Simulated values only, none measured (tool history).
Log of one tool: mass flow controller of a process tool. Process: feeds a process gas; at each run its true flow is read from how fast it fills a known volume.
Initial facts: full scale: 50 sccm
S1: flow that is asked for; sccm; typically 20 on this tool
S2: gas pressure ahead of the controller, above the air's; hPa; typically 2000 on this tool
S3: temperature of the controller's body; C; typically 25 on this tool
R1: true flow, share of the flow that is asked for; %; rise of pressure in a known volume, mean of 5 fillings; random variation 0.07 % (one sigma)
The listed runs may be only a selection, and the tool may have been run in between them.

run    hour  S1    S2  S3     R1
  1       0  20  2000  25  98.41
  2    68.6  20  2000  25  98.41
  3   144.2  20  2000  25  98.28
  4   186.4  20  2000  28  98.01
  5   224.7  20  1860  25  98.13
  6   288.1  20  2420  25  98.48
  7   341.6  20  1410  25  98.09
  8   404.7  20  1410  25  97.91
  9   454.4  20  2000  25  98.26
 10   529.3   9  2000  25  97.35
 11   597.1  20  2560  25  98.64
 12   663.9  20  2560  25  98.61
 13   708.7  20  2000  25  98.33
 14   762.7  20  2000  25  98.16
 15   825.2  20  2000  24  98.37
 16   875.6  31  2000  25     99
 17   919.8  20  2000  25  98.26
 18   971.8  20  2000  25  98.24
 19  1010.4  20  2000  25  98.24
 20  1088.2  20  2410  25   98.4
 21  1137.7  20  2410  25  98.37
 22  1201.6  20  2410  25  98.45
 23  1251.8  22  2750  24  98.74
 24  1289.4   6  2030  22  96.71
 25  1348.1   5  2000  25  95.98
 26    1388  34  2000  25  99.08
 27  1442.9  10  2160  28  97.02

The next listed run, before its measurement:
 28  1493  11  1760  25   ?

R1: 97.04 %
With the hidden condition absent and the run-to-run variation left alone, this run would have shown R1 97.69 %.
